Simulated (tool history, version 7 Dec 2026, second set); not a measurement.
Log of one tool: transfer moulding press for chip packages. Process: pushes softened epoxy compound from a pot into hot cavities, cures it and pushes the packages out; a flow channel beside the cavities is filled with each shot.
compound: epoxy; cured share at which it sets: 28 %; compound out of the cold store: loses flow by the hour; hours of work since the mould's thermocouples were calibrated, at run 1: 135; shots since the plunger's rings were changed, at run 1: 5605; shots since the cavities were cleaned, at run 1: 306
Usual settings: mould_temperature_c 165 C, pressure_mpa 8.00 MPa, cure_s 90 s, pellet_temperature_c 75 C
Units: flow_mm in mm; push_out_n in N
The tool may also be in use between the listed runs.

| run | hour | mould_temperature_c | pressure_mpa | cure_s | pellet_temperature_c | hours of work since the mould's thermocouples were calibrated | shots since the plunger's rings were changed | shots since the cavities were cleaned | incoming compound's hours out of the cold store | flow_mm | push_out_n |
|---|---|---|---|---|---|---|---|---|---|---|---|
| 1 | 0.0 | 165 | 8.00 | 90 | 75 | 135 | 5605 | 306 | 23.3 | 681 | 734 |
|  | 42.1 | cavities cleaned with cleaning compound and waxed |
| 2 | 48.8 | 165 | 8.00 | 90 | 75 | 156 | 6047 | 63 | 15.1 | 718 | 1010 |
| 3 | 85.3 | 158 | 8.00 | 90 | 75 | 171 | 6387 | 403 | 33.8 | 683 | 1619 |
|  | 116.1 | cavities cleaned with cleaning compound and waxed |
|  | 128.2 | plunger's sealing rings changed |
| 4 | 134.3 | 158 | 8.00 | 90 | 75 | 190 | 56 | 146 | 25.0 | 796 | 1120 |
|  | 148.0 | cavities cleaned with cleaning compound and waxed, once more |
| 5 | 169.6 | 158 | 8.00 | 90 | 75 | 205 | 372 | 202 | 35.6 | 762 | 1126 |
| 6 | 192.8 | 165 | 8.00 | 90 | 75 | 215 | 589 | 419 | 10.6 | 812 | 849 |
|  | 221.9 | cavities cleaned with cleaning compound and waxed |
| 7 | 236.7 | 165 | 8.00 | 90 | 75 | 233 | 984 | 138 | 18.3 | 793 | 672 |
| 8 | 283.8 | 165 | 8.16 | 90 | 75 | 253 | 1423 | 577 | 45.6 | 705 | 860 |
|  | 295.7 | cavities cleaned with cleaning compound and waxed |
| 9 | 329.2 | 165 | 6.29 | 90 | 75 | 272 | 1833 | 313 | 29.5 | 646 | 774 |
| 10 | 366.2 | 160 | 6.29 | 90 | 75 | 288 | 2178 | 658 | 19.1 | 694 | 1343 |
|  | 370.1 | cavities cleaned with cleaning compound and waxed |
| 11 | 407.1 | 160 | 6.29 | 90 | 75 | 304 | 2546 | 345 | 39.0 | 630 | 1047 |
|  | 445.7 | cavities cleaned with cleaning compound and waxed |
| 12 | 456.0 | 160 | 6.29 | 90 | 75 | 325 | 2987 | 95 | 22.3 | 675 | 913 |
| 13 | 488.8 | 165 | 8.00 | 90 | 75 | 339 | 3294 | 402 | 31.9 | 716 | 792 |
|  | 521.7 | cavities cleaned with cleaning compound and waxed |
| 14 | 531.6 | 165 | 8.00 | 90 | 75 | 356 | 3679 | 92 | 41.9 | 679 | 602 |
| 15 | 567.6 | 167 | 6.15 | 101 | 81 | 372 | 4015 | 428 | 21.3 | 632 | 616 |
|  | 595.1 | cavities cleaned with cleaning compound and waxed |
| 16 | 602.7 | 166 | 6.91 | 98 | 72 | 386 | 4328 | 70 | 20.5 | 675 | 512 |
| 17 | 628.5 | 166 | 6.91 | 98 | 72 | 397 | 4569 | 311 | 18.0 | 675 | 621 |
| 18 | 652.5 | 160 | 8.00 | 90 | 80 | 407 | 4793 | 535 | 30.7 | 713 | 1221 |
|  | 668.7 | cavities cleaned with cleaning compound and waxed |
| 19 | 695.1 | 165 | 8.00 | 84 | 75 | 425 | 5176 | 246 | 40.0 | 671 | 817 |
| 20 | 731.4 | 165 | 8.00 | 84 | 75 | 440 | 5515 | 585 | 8.3 | 744 | 1145 |
|  | 742.8 | cavities cleaned with cleaning compound and waxed |
| 21 | 755.9 | 165 | 8.00 | 84 | 75 | 450 | 5729 | 122 | 22.7 | 690 | 762 |
| 22 | 800.5 | 165 | 9.79 | 79 | 67 | 469 | 6146 | 539 | 11.7 | 807 | 1309 |
|  | 817.8 | cavities cleaned with cleaning compound and waxed |
| 23 | 832.0 | 165 | 8.00 | 72 | 70 | 482 | 6425 | 132 | 27.1 | 681 | 1155 |
|  | 867.3 | plunger's sealing rings changed |
| 24 | 881.4 | 165 | 6.01 | 90 | 75 | 502 | 132 | 570 | 18.8 | 691 | 873 |
|  | 895.0 | cavities cleaned with cleaning compound and waxed |
| 25 | 909.8 | 170 | 6.01 | 87 | 75 | 514 | 383 | 139 | 12.6 | 680 | 558 |
|  | 938.2 | mould's thermocouples calibrated |
| 26 | 949.5 | 165 | 8.00 | 82 | 82 | 5 | 735 | 491 | 10.9 | 804 | 1036 |
|  | 973.3 | cavities cleaned with cleaning compound and waxed |
| 27 | 993.6 | 165 | 8.00 | 115 | 82 | 23 | 1132 | 189 | 38.0 | 726 | 499 |

The same runs without the tool's hidden state, with the same run-to-run variation:
The hidden state here: true mould temperature over the reading, C; pressure that reaches the compound, % of what is set; grip of the stained cavities, % over clean ones'; drift of the gauge itself on flow_mm, %; drift of the gauge itself on push_out_n, %.
| run | flow_mm | push_out_n |
|---|---|---|
| 1 | 759 | 530 |
| 2 | 807 | 570 |
| 3 | 774 | 848 |
| 4 | 798 | 902 |
| 5 | 768 | 873 |
| 6 | 822 | 565 |
| 7 | 807 | 557 |
| 8 | 724 | 529 |
| 9 | 667 | 549 |
| 10 | 722 | 793 |
| 11 | 660 | 728 |
| 12 | 712 | 780 |
| 13 | 760 | 525 |
| 14 | 726 | 512 |
| 15 | 681 | 406 |
| 16 | 731 | 460 |
| 17 | 735 | 444 |
| 18 | 780 | 754 |
| 19 | 739 | 595 |
| 20 | 826 | 677 |
| 21 | 769 | 625 |
| 22 | 908 | 802 |
| 23 | 770 | 940 |
| 24 | 692 | 534 |
| 25 | 685 | 445 |
| 26 | 816 | 665 |
| 27 | 743 | 398 |
